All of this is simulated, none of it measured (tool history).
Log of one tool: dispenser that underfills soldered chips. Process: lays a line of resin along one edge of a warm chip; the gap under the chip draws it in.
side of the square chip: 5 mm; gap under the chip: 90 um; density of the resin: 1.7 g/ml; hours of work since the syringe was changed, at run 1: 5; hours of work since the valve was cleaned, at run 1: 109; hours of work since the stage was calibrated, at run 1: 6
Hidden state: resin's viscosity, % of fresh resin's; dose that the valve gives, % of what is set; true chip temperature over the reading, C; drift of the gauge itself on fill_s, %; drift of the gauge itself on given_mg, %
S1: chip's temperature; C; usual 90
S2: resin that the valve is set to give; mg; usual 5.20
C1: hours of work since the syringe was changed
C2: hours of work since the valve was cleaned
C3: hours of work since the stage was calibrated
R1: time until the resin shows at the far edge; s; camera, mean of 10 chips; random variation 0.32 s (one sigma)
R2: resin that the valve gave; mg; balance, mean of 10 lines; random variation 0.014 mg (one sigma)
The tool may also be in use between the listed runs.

run	hour	S1	S2	C1	C2	C3	R1	R2
1	0.0	90	5.20	5	109	6	15.7	5.02
2	2.8	90	5.20	7	111	8	17.0	5.00
3	4.7	90	5.20	8	112	9	18.1	4.99
4	7.4	90	5.20	10	114	11	19.9	5.02
# hour 10.8: new syringe of resin
5	11.7	90	5.20	1	117	14	13.2	5.01
6	14.6	90	5.20	3	119	16	14.5	4.99
7	19.1	90	5.20	6	122	19	16.5	4.98
8	23.3	100	5.77	8	124	22	13.3	5.54
9	27.3	105	4.90	11	127	24	13.1	4.68
# hour 29.0: new syringe of resin
10	30.2	76	4.67	1	129	26	22.8	4.48
# hour 34.4: dispensing valve cleaned and set on the balance
11	35.2	76	4.67	3	1	29	24.5	4.68
12	39.4	78	6.79	6	3	32	24.7	6.80
13	41.6	78	6.79	8	5	33	26.8	6.77

4 ways to go on from here, each from the tool as it stands after run 13. What would each give?
A	45.0	87	5.54	10	7	35	?	?
B	45.0	100	5.20	10	7	35	?	?
C	45.0	102	6.53	10	7	35	?	?
D	45.0	78	4.80	10	7	35	?	?

run	R1	R2
A	21.7	5.53
B	14.4	5.18
C	12.3	6.54
D	31.5	4.82
Without the tool's hidden state the same runs would have given:
run	R1	R2
A	13.6	5.54
B	9.1	5.19
C	7.6	6.55
D	19.7	4.82
